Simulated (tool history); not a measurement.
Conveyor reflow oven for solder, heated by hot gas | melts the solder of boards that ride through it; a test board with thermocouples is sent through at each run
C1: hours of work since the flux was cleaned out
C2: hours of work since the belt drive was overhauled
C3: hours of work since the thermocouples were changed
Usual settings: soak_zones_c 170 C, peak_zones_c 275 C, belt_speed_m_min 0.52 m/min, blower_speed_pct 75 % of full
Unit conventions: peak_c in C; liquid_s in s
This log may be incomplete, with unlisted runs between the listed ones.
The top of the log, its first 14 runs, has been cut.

{"run": 15, "hour": 353.7, "soak_zones_c": 170, "peak_zones_c": 275, "belt_speed_m_min": 0.52, "blower_speed_pct": 75, "C1": 47, "C2": 330, "C3": 117, "peak_c": 260.9, "liquid_s": 56.1}
{"run": 16, "hour": 385.2, "soak_zones_c": 175, "peak_zones_c": 275, "belt_speed_m_min": 0.615, "blower_speed_pct": 75, "C1": 71, "C2": 354, "C3": 141, "peak_c": 255.8, "liquid_s": 45.8}
{"run": 17, "hour": 411.3, "soak_zones_c": 175, "peak_zones_c": 275, "belt_speed_m_min": 0.615, "blower_speed_pct": 75, "C1": 90, "C2": 373, "C3": 161, "peak_c": 255.6, "liquid_s": 46}
{"run": 18, "hour": 440.2, "soak_zones_c": 170, "peak_zones_c": 279, "belt_speed_m_min": 0.522, "blower_speed_pct": 77, "C1": 112, "C2": 395, "C3": 183, "peak_c": 264.4, "liquid_s": 57.4}
{"run": 19, "hour": 459.0, "soak_zones_c": 181, "peak_zones_c": 284, "belt_speed_m_min": 0.522, "blower_speed_pct": 77, "C1": 126, "C2": 409, "C3": 197, "peak_c": 269.6, "liquid_s": 63.8}
{"run": 20, "hour": 488.9, "soak_zones_c": 159, "peak_zones_c": 275, "belt_speed_m_min": 0.457, "blower_speed_pct": 89, "C1": 149, "C2": 432, "C3": 219, "peak_c": 264.2, "liquid_s": 63.8}
{"run": 21, "hour": 509.1, "soak_zones_c": 178, "peak_zones_c": 275, "belt_speed_m_min": 0.536, "blower_speed_pct": 62, "C1": 164, "C2": 447, "C3": 234, "peak_c": 256.9, "liquid_s": 54.8}
{"run": 22, "hour": 524.4, "soak_zones_c": 170, "peak_zones_c": 282, "belt_speed_m_min": 0.518, "blower_speed_pct": 88, "C1": 176, "C2": 458, "C3": 246, "peak_c": 267.2, "liquid_s": 60.1}
{"run": 23, "hour": 558.2, "soak_zones_c": 170, "peak_zones_c": 278, "belt_speed_m_min": 0.518, "blower_speed_pct": 88, "C1": 201, "C2": 484, "C3": 271, "peak_c": 263.3, "liquid_s": 58.1}
{"run": 24, "hour": 582.2, "soak_zones_c": 182, "peak_zones_c": 285, "belt_speed_m_min": 0.52, "blower_speed_pct": 75, "C1": 219, "C2": 502, "C3": 289, "peak_c": 269.3, "liquid_s": 64}
{"run": 25, "hour": 614.8, "soak_zones_c": 182, "peak_zones_c": 285, "belt_speed_m_min": 0.52, "blower_speed_pct": 75, "C1": 244, "C2": 526, "C3": 314, "peak_c": 268.6, "liquid_s": 64.1}
{"run": 26, "hour": 638.2, "soak_zones_c": 170, "peak_zones_c": 284, "belt_speed_m_min": 0.52, "blower_speed_pct": 75, "C1": 261, "C2": 544, "C3": 332, "peak_c": 265.6, "liquid_s": 59}
{"run": 27, "hour": 658.4, "soak_zones_c": 185, "peak_zones_c": 276, "belt_speed_m_min": 0.52, "blower_speed_pct": 75, "C1": 276, "C2": 559, "C3": 347, "peak_c": 261, "liquid_s": 61.2}
{"run": 28, "hour": 678.9, "soak_zones_c": 184, "peak_zones_c": 289, "belt_speed_m_min": 0.578, "blower_speed_pct": 75, "C1": 292, "C2": 575, "C3": 362, "peak_c": 269.5, "liquid_s": 57.8}
{"run": 29, "hour": 700.4, "soak_zones_c": 184, "peak_zones_c": 289, "belt_speed_m_min": 0.578, "blower_speed_pct": 75, "C1": 308, "C2": 591, "C3": 378, "peak_c": 268, "liquid_s": 58.1}
{"run": 30, "hour": 733.8, "soak_zones_c": 184, "peak_zones_c": 289, "belt_speed_m_min": 0.578, "blower_speed_pct": 75, "C1": 333, "C2": 616, "C3": 404, "peak_c": 268.5, "liquid_s": 58}

Below are 3 alternative next runs, each starting from the tool's condition after run 30. Predict each:
{"run": "A", "hour": 752.1, "soak_zones_c": 179, "peak_zones_c": 270, "belt_speed_m_min": 0.52, "blower_speed_pct": 75, "C1": 347, "C2": 630, "C3": 417, "peak_c": "?", "liquid_s": "?"}
{"run": "B", "hour": 752.1, "soak_zones_c": 178, "peak_zones_c": 288, "belt_speed_m_min": 0.578, "blower_speed_pct": 75, "C1": 347, "C2": 630, "C3": 417, "peak_c": "?", "liquid_s": "?"}
{"run": "C", "hour": 752.1, "soak_zones_c": 156, "peak_zones_c": 289, "belt_speed_m_min": 0.578, "blower_speed_pct": 55, "C1": 347, "C2": 630, "C3": 417, "peak_c": "?", "liquid_s": "?"}

run=A peak_c=253.5 liquid_s=55.8
run=B peak_c=265.8 liquid_s=54.8
run=C peak_c=257.5 liquid_s=44.2
Had the tool no hidden state, the same runs would have come out as:
run=A peak_c=257.4 liquid_s=57.7
run=B peak_c=270.5 liquid_s=56
run=C peak_c=262.4 liquid_s=46.5

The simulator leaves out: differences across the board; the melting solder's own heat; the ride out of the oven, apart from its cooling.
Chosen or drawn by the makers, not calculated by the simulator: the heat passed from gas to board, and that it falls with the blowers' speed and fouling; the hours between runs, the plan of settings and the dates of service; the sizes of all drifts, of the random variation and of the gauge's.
